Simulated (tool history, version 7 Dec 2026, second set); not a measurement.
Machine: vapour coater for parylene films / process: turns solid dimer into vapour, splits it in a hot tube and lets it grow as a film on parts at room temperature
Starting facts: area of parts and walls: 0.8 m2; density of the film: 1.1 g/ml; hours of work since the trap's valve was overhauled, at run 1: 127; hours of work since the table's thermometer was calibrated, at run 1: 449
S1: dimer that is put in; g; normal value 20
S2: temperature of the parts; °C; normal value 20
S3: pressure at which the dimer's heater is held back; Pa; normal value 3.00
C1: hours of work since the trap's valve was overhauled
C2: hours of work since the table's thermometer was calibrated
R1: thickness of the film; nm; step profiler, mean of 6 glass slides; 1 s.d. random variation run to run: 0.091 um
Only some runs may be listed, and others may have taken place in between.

Run 1, hour 0.0: usual settings; C1 127; C2 449. Result: R1 10330 nm.
Run 2, hour 18.0: usual settings but S3 3.79 Pa; C1 143; C2 465. Result: R1 9850 nm.
Run 3, hour 42.1: usual settings but S3 3.79 Pa; C1 165; C2 487. Result: R1 9770 nm.
Run 4, hour 53.3: usual settings but S3 3.79 Pa; C1 175; C2 497. Result: R1 9720 nm.
Run 5, hour 66.7: usual settings but S3 3.79 Pa; C1 187; C2 509. Result: R1 9600 nm.
Run 6, hour 85.6: usual settings but S3 3.79 Pa; C1 204; C2 526. Result: R1 9440 nm.
Run 7, hour 103.4: usual settings but S3 3.79 Pa; C1 220; C2 542. Result: R1 9510 nm.
Run 8, hour 120.8: usual settings but S1 9 g, S2 29 °C, S3 3.79 Pa; C1 235; C2 557. Result: R1 3430 nm.
At hour 132.2: trap's valve overhauled.
Run 9, hour 140.6: usual settings but S2 12 °C; C1 8; C2 571. Result: R1 13070 nm.
Run 10, hour 157.3: usual settings but S2 12 °C; C1 23; C2 586. Result: R1 12810 nm.
Run 11, hour 171.6: usual settings but S1 32 g, S2 23 °C; C1 35; C2 599. Result: R1 16070 nm.
Run 12, hour 191.5: usual settings but S3 3.59 Pa; C1 53; C2 617. Result: R1 10520 nm.
Run 13, hour 202.6: usual settings but S1 35 g, S3 3.59 Pa; C1 63; C2 627. Result: R1 18300 nm.

Difference, measured minus no-hidden-state, one row per run. Run-to-run variation is common to both terms; the gauge's own scatter need not be:
Hidden conditions of the tool in this case: vapour lost through the trap's worn valve, %; true temperature of the parts over the reading, C; drift of the gauge itself on film_um, %.
run     R1
  1   -940
  2  -1010
  3  -1140
  4  -1200
  5  -1280
  6  -1370
  7  -1490
  8   -580
  9   -240
 10   -350
 11   -570
 12   -480
 13   -950
